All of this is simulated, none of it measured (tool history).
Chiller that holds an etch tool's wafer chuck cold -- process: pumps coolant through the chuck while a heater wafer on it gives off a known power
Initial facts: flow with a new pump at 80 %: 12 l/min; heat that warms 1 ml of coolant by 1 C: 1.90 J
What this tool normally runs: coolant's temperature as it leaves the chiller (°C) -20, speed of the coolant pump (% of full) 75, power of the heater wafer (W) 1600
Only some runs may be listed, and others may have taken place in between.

run,hour,coolant's temperature as it leaves the chiller (°C),speed of the coolant pump (% of full),power of the heater wafer (W),chuck's temperature once it has settled (°C),how much warmer the coolant comes back (C)
1,0,-20,75,1600,-6.1,4.61
2,107.6,-20,75,1600,-6,4.69
# hour 149.1: coolant changed, channels flushed
3,191.3,-20,63,1600,-6.1,5.53
4,255.3,-20,63,1600,-6.2,5.52
5,319,-20,63,1762,-4.8,6.15
6,441.8,-20,75,1600,-7.9,4.63
7,554.6,-20,75,1600,-7.9,4.73
# hour 567.6: chiller's thermometer calibrated
8,686.1,-20,75,1600,-8,4.66
9,816.2,-20,75,1600,-7.9,4.67
# hour 849.6: chiller's thermometer calibrated, once more
10,947.4,-20,71,1600,-6.6,4.96
11,1072,-20,71,1600,-6.4,4.98
12,1184.7,-20,71,1600,-6.4,5.03
13,1287.2,-20,73,970,-11.9,2.99
14,1350.6,-21,73,910,-13.6,2.76
15,1488.1,-12,78,1444,-0.6,4.13
16,1606.6,-10,75,1147,-0.5,3.5
17,1672.1,-12,85,1566,-0.3,4.14
18,1793.2,-15,64,1718,1.3,6.02
19,1874.7,-16,93,1718,-3.7,4.16
20,1943.1,-16,74,1547,-2.8,4.68
21,2003,-19,84,1155,-10,3.06

Consider 5 possible next runs. They are alternatives, not a sequence: every one starts from the tool as it was left by run 21. What does each give?
A,2111.1,-19,84,2192,?,?
B,2111.1,-26,93,2285,?,?
C,2111.1,-20,69,940,?,?
D,2111.1,-19,70,1155,?,?
E,2111.1,-23,85,1462,?,?

run,chuck's temperature once it has settled (°C),how much warmer the coolant comes back (C)
A,-1.9,5.93
B,-9.7,5.6
C,-11.6,3.06
D,-8.8,3.75
E,-11.8,3.92
Had the tool no hidden state, the same runs would have come out as:
run,chuck's temperature once it has settled (°C),how much warmer the coolant comes back (C)
A,-3.8,5.51
B,-11.5,5.2
C,-12.5,2.84
D,-9.9,3.48
E,-12.9,3.64

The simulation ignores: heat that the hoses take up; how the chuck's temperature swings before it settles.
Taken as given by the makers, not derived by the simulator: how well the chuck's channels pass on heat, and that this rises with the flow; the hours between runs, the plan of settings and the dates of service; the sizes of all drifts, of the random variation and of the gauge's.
